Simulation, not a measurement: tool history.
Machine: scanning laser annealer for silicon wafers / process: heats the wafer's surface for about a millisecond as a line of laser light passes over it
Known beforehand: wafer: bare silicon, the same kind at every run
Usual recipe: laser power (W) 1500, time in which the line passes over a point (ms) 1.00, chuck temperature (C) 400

run     day  laser power (W)  time in which the line passes over a point (ms)  chuck temperature (C)  highest temperature of the surface (C)
  1   0.000             1500                                             1.00                    400                                    1232
  2   0.533             1500                                             1.00                    400                                    1233
  3   1.400             1500                                             0.82                    400                                    1147
  4   2.533             1500                                             1.00                    400                                    1233
  5   3.608             1500                                             1.00                    400                                    1230
  6   4.667             1500                                             1.00                    400                                    1231
  7   5.462             1500                                             1.00                    400                                    1232
  8   6.062             1500                                             1.00                    400                                    1227
  9   7.192             1500                                             1.00                    400                                    1231
 10   8.046             1500                                             1.04                    400                                    1249
 11   8.767             1500                                             1.04                    400                                    1244
 12   9.679             1500                                             1.00                    400                                    1227
 13  10.542             1500                                             1.00                    439                                    1269
 14  11.125             1500                                             1.00                    439                                    1266
     11.896  -- window over the wafer cleaned
 15  12.371             1500                                             1.00                    439                                    1280
 16  13.508             1500                                             0.87                    439                                    1223
 17  14.588             1500                                             0.87                    439                                    1216
 18  15.238             1500                                             0.87                    439                                    1214
 19  16.071             1500                                             0.87                    439                                    1217
 20  16.758             1500                                             0.87                    439                                    1218
 21  17.829             1405                                             1.15                    439                                    1281
 22  18.812             1405                                             1.15                    439                                    1278
 23  19.950             1472                                             0.75                    362                                    1064
 24  20.575             1472                                             0.75                    362                                    1065
 25  21.296             1319                                             1.00                    400                                    1126
 26  22.142             1500                                             0.80                    425                                    1167

Predict the results of run 27:
 27  22.950             1500                                             0.80                    425                                       ?

highest temperature of the surface (C): 1167
The same run, on a tool lacking any hidden state, would have yielded highest temperature of the surface (C) 1176.
